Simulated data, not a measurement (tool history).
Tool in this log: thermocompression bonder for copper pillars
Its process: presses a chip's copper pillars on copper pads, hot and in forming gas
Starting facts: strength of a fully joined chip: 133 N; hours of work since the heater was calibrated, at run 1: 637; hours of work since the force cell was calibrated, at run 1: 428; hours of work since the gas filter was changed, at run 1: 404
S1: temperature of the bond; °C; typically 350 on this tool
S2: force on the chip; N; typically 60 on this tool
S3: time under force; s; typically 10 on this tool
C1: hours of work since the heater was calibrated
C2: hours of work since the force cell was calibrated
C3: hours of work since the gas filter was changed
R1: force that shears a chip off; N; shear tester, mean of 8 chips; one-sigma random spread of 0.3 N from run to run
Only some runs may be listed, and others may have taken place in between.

run	hour	S1	S2	S3	C1	C2	C3	R1
1	0.0	350	60	10	637	428	404	42.2
2	26.0	350	60	5	648	439	414	32.0
3	45.8	350	60	12	656	447	423	45.2
4	69.0	350	60	12	666	457	432	44.0
5	106.0	350	60	12	681	472	448	44.3
# hour 128.8: forming gas filter changed
6	144.4	350	60	17	697	488	6	58.0
7	162.6	343	60	10	705	495	14	44.7
8	194.2	343	60	10	718	509	27	44.8
9	228.3	350	60	10	732	523	41	46.7
10	266.9	350	60	9	748	539	57	45.0
11	297.4	359	60	10	761	551	70	49.6
12	321.6	350	60	19	771	561	80	59.4
13	358.2	359	70	9	786	577	95	52.7
14	381.3	331	44	27	795	586	105	46.2
15	413.6	323	73	10	809	600	118	42.9
16	434.1	350	60	5	817	608	127	34.2
17	460.9	350	60	5	828	619	138	34.2
18	484.7	348	47	9	838	629	148	35.0
19	519.4	379	80	13	853	644	162	73.6
20	550.7	350	60	6	866	657	175	36.5
21	587.3	325	45	10	881	672	190	29.2
22	622.6	325	45	10	896	686	205	28.3

Here are 5 independent what-if runs from the current tool condition. What would each one return?
A	642.8	365	65	8	904	695	213	?
B	642.8	363	60	7	904	695	213	?
C	642.8	347	64	29	904	695	213	?
D	642.8	325	65	10	904	695	213	?
E	642.8	350	45	10	904	695	213	?

run	R1
A	48.4
B	43.1
C	67.1
D	38.8
E	34.6
The same runs, with their run-to-run variation unchanged, on a tool lacking any hidden condition would have given:
run	R1
A	52.3
B	46.7
C	72.5
D	42.3
E	37.6
